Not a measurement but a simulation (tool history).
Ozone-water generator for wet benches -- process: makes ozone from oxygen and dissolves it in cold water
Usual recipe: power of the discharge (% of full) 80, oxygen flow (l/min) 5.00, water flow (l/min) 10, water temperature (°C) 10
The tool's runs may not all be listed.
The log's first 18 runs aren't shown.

run,hour,power of the discharge (% of full),oxygen flow (l/min),water flow (l/min),water temperature (°C),hours of work since the electrodes were changed,hours of work since the contactor was cleaned,hours of work since the thermometer was calibrated,dissolved ozone (ppm),ozone in the gas ahead of the water (g/m3)
19,1091.0,70,5.29,11,10,2682,158,384,34.4,182.9
20,1154.5,46,5.00,10,14,2741,218,444,24.9,140.3
21,1230.7,80,5.00,6,10,2813,289,516,52.8,209.5
22,1297.2,75,5.00,6,10,2876,352,578,50.4,198.8
23,1373.8,75,3.54,6,17,2948,424,650,45.9,237.5
24,1419.1,75,8.29,6,17,2990,467,693,38.0,154.9
25,1474.9,52,5.00,10,5,3043,519,746,31.8,154.1
26,1518.1,72,7.19,11,11,3084,560,786,33.1,160.4
27,1584.5,72,7.19,11,11,3146,623,849,32.8,160.8
28,1659.6,84,7.92,11,7,3217,693,920,39.5,169.9
29,1739.3,84,7.92,11,7,3292,768,995,39.4,172.5
30,1818.2,84,7.92,11,7,3366,843,1069,39.4,169.9
31,1864.1,58,7.41,7,10,3410,886,1112,36.2,136.3
32,1930.6,80,7.66,10,11,3472,948,1175,37.4,167.7
33,1980.4,80,7.66,10,11,3519,995,1222,36.9,169.6
34,2057.7,80,6.53,11,10,3592,1068,1294,36.5,179.3

Here are 3 independent what-if runs from the current tool condition. What would each one return?
A,2106.1,80,5.27,7,8,3637,1114,1340,?,?
B,2106.1,80,5.00,10,8,3637,1114,1340,?,?
C,2106.1,71,5.00,13,10,3637,1114,1340,?,?

run,dissolved ozone (ppm),ozone in the gas ahead of the water (g/m3)
A,49.6,200.0
B,40.8,205.8
C,30.3,189.3
Take away the tool's hidden state, keep each run's random variation, and the runs would have read:
run,dissolved ozone (ppm),ozone in the gas ahead of the water (g/m3)
A,53.4,213.0
B,44.0,219.3
C,32.6,200.6
